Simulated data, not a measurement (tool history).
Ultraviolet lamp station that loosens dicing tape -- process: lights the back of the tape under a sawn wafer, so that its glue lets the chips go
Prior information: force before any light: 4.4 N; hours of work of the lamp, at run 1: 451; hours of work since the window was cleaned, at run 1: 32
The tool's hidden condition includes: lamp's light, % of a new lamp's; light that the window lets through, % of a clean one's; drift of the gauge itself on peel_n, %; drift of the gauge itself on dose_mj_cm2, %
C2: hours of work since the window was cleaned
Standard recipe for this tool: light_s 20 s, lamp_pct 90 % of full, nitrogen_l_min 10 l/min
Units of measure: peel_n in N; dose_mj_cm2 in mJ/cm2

run 1 hour=0 | light_s=20 lamp_pct=90 nitrogen_l_min=10 | hours_of_work_of_the_lamp=451 C2=32 | peel_n=0.302 dose_mj_cm2=543
run 2 hour=66.4 | light_s=20 lamp_pct=90 nitrogen_l_min=10 | hours_of_work_of_the_lamp=501 C2=82 | peel_n=0.289 dose_mj_cm2=546
run 3 hour=134.3 | light_s=20 lamp_pct=90 nitrogen_l_min=10 | hours_of_work_of_the_lamp=553 C2=133 | peel_n=0.299 dose_mj_cm2=537
run 4 hour=162.9 | light_s=20 lamp_pct=90 nitrogen_l_min=10 | hours_of_work_of_the_lamp=575 C2=155 | peel_n=0.283 dose_mj_cm2=537
run 5 hour=193.1 | light_s=20 lamp_pct=90 nitrogen_l_min=10 | hours_of_work_of_the_lamp=598 C2=178 | peel_n=0.301 dose_mj_cm2=541
run 6 hour=233.9 | light_s=20 lamp_pct=85 nitrogen_l_min=10 | hours_of_work_of_the_lamp=628 C2=209 | peel_n=0.331 dose_mj_cm2=507
run 7 hour=298.7 | light_s=28 lamp_pct=85 nitrogen_l_min=10 | hours_of_work_of_the_lamp=678 C2=258 | peel_n=0.216 dose_mj_cm2=713
run 8 hour=339.3 | light_s=28 lamp_pct=85 nitrogen_l_min=10 | hours_of_work_of_the_lamp=708 C2=289 | peel_n=0.209 dose_mj_cm2=717
-- hour=381.9 window cleaned of glue's vapour
run 9 hour=409 | light_s=20 lamp_pct=90 nitrogen_l_min=10 | hours_of_work_of_the_lamp=761 C2=21 | peel_n=0.289 dose_mj_cm2=543
run 10 hour=448.1 | light_s=20 lamp_pct=90 nitrogen_l_min=10 | hours_of_work_of_the_lamp=790 C2=50 | peel_n=0.29 dose_mj_cm2=539
run 11 hour=512.7 | light_s=20 lamp_pct=90 nitrogen_l_min=10 | hours_of_work_of_the_lamp=839 C2=99 | peel_n=0.288 dose_mj_cm2=539
run 12 hour=560.3 | light_s=20 lamp_pct=90 nitrogen_l_min=10 | hours_of_work_of_the_lamp=876 C2=135 | peel_n=0.293 dose_mj_cm2=532
run 13 hour=613.9 | light_s=20 lamp_pct=80 nitrogen_l_min=10 | hours_of_work_of_the_lamp=916 C2=176 | peel_n=0.357 dose_mj_cm2=480
-- hour=670 lamp changed
run 14 hour=670 | light_s=20 lamp_pct=90 nitrogen_l_min=6 | hours_of_work_of_the_lamp=0 C2=218 | peel_n=0.408 dose_mj_cm2=541
run 15 hour=717.7 | light_s=20 lamp_pct=90 nitrogen_l_min=6 | hours_of_work_of_the_lamp=36 C2=254 | peel_n=0.394 dose_mj_cm2=538
run 16 hour=756.3 | light_s=20 lamp_pct=90 nitrogen_l_min=6 | hours_of_work_of_the_lamp=66 C2=283 | peel_n=0.39 dose_mj_cm2=536
-- hour=806.4 window cleaned of glue's vapour
run 17 hour=813.2 | light_s=29 lamp_pct=90 nitrogen_l_min=10 | hours_of_work_of_the_lamp=108 C2=5 | peel_n=0.191 dose_mj_cm2=784
run 18 hour=878.9 | light_s=29 lamp_pct=90 nitrogen_l_min=10 | hours_of_work_of_the_lamp=158 C2=55 | peel_n=0.195 dose_mj_cm2=782
run 19 hour=911.5 | light_s=20 lamp_pct=80 nitrogen_l_min=10 | hours_of_work_of_the_lamp=183 C2=80 | peel_n=0.347 dose_mj_cm2=477
run 20 hour=943.6 | light_s=20 lamp_pct=80 nitrogen_l_min=10 | hours_of_work_of_the_lamp=207 C2=104 | peel_n=0.348 dose_mj_cm2=479
run 21 hour=1012.6 | light_s=20 lamp_pct=80 nitrogen_l_min=10 | hours_of_work_of_the_lamp=259 C2=156 | peel_n=0.347 dose_mj_cm2=478
run 22 hour=1078.7 | light_s=20 lamp_pct=90 nitrogen_l_min=3 | hours_of_work_of_the_lamp=310 C2=206 | peel_n=0.627 dose_mj_cm2=533
run 23 hour=1139 | light_s=21 lamp_pct=90 nitrogen_l_min=6 | hours_of_work_of_the_lamp=355 C2=252 | peel_n=0.365 dose_mj_cm2=569
run 24 hour=1209.4 | light_s=21 lamp_pct=90 nitrogen_l_min=6 | hours_of_work_of_the_lamp=409 C2=306 | peel_n=0.377 dose_mj_cm2=566
-- hour=1230.5 window cleaned of glue's vapour
run 25 hour=1258.4 | light_s=21 lamp_pct=90 nitrogen_l_min=6 | hours_of_work_of_the_lamp=445 C2=21 | peel_n=0.351 dose_mj_cm2=565
run 26 hour=1303.6 | light_s=18 lamp_pct=90 nitrogen_l_min=6 | hours_of_work_of_the_lamp=480 C2=55 | peel_n=0.487 dose_mj_cm2=488
run 27 hour=1333.5 | light_s=18 lamp_pct=90 nitrogen_l_min=6 | hours_of_work_of_the_lamp=502 C2=78 | peel_n=0.459 dose_mj_cm2=484
run 28 hour=1365.2 | light_s=20 lamp_pct=90 nitrogen_l_min=7 | hours_of_work_of_the_lamp=526 C2=102 | peel_n=0.364 dose_mj_cm2=537
run 29 hour=1419.1 | light_s=20 lamp_pct=84 nitrogen_l_min=6 | hours_of_work_of_the_lamp=567 C2=143 | peel_n=0.449 dose_mj_cm2=503
run 30 hour=1483.9 | light_s=20 lamp_pct=84 nitrogen_l_min=6 | hours_of_work_of_the_lamp=616 C2=192 | peel_n=0.444 dose_mj_cm2=504
run 31 hour=1519.2 | light_s=15 lamp_pct=84 nitrogen_l_min=7 | hours_of_work_of_the_lamp=643 C2=219 | peel_n=0.658 dose_mj_cm2=378
run 32 hour=1565.9 | light_s=20 lamp_pct=60 nitrogen_l_min=10 | hours_of_work_of_the_lamp=679 C2=254 | peel_n=0.597 dose_mj_cm2=363
run 33 hour=1610.1 | light_s=20 lamp_pct=71 nitrogen_l_min=4 | hours_of_work_of_the_lamp=712 C2=288 | peel_n=0.797 dose_mj_cm2=426
run 34 hour=1648.8 | light_s=11 lamp_pct=73 nitrogen_l_min=12 | hours_of_work_of_the_lamp=741 C2=317 | peel_n=0.958 dose_mj_cm2=241
-- hour=1652.7 window cleaned of glue's vapour
run 35 hour=1719.6 | light_s=20 lamp_pct=90 nitrogen_l_min=7 | hours_of_work_of_the_lamp=795 C2=51 | peel_n=0.347 dose_mj_cm2=538
run 36 hour=1782.3 | light_s=33 lamp_pct=75 nitrogen_l_min=7 | hours_of_work_of_the_lamp=842 C2=98 | peel_n=0.237 dose_mj_cm2=732
run 37 hour=1818.2 | light_s=33 lamp_pct=75 nitrogen_l_min=7 | hours_of_work_of_the_lamp=869 C2=125 | peel_n=0.237 dose_mj_cm2=736
run 38 hour=1863.2 | light_s=29 lamp_pct=75 nitrogen_l_min=7 | hours_of_work_of_the_lamp=904 C2=160 | peel_n=0.267 dose_mj_cm2=653
run 39 hour=1931.4 | light_s=29 lamp_pct=75 nitrogen_l_min=7 | hours_of_work_of_the_lamp=955 C2=211 | peel_n=0.271 dose_mj_cm2=650
-- hour=1938.8 lamp changed
run 40 hour=1995 | light_s=29 lamp_pct=75 nitrogen_l_min=7 | hours_of_work_of_the_lamp=43 C2=259 | peel_n=0.272 dose_mj_cm2=648
run 41 hour=2035.4 | light_s=29 lamp_pct=75 nitrogen_l_min=7 | hours_of_work_of_the_lamp=73 C2=289 | peel_n=0.272 dose_mj_cm2=642
-- hour=2076.7 window cleaned of glue's vapour
run 42 hour=2093.5 | light_s=20 lamp_pct=88 nitrogen_l_min=5 | hours_of_work_of_the_lamp=117 C2=13 | peel_n=0.45 dose_mj_cm2=533
run 43 hour=2129.1 | light_s=20 lamp_pct=88 nitrogen_l_min=5 | hours_of_work_of_the_lamp=144 C2=40 | peel_n=0.466 dose_mj_cm2=522

Consider 3 possible next runs. They are alternatives, not a sequence: every one starts from the tool as it was left by run 43. What does each give?
run A hour=2184.9 | light_s=20 lamp_pct=88 nitrogen_l_min=18 | hours_of_work_of_the_lamp=186 C2=82 | peel_n=? dose_mj_cm2=?
run B hour=2184.9 | light_s=31 lamp_pct=90 nitrogen_l_min=11 | hours_of_work_of_the_lamp=186 C2=82 | peel_n=? dose_mj_cm2=?
run C hour=2184.9 | light_s=20 lamp_pct=92 nitrogen_l_min=10 | hours_of_work_of_the_lamp=186 C2=82 | peel_n=? dose_mj_cm2=?

run=A peel_n=0.244 dose_mj_cm2=526
run=B peel_n=0.175 dose_mj_cm2=840
run=C peel_n=0.288 dose_mj_cm2=552
With no hidden state in the tool, these same runs would have given:
run=A peel_n=0.244 dose_mj_cm2=527
run=B peel_n=0.175 dose_mj_cm2=841
run=C peel_n=0.287 dose_mj_cm2=553

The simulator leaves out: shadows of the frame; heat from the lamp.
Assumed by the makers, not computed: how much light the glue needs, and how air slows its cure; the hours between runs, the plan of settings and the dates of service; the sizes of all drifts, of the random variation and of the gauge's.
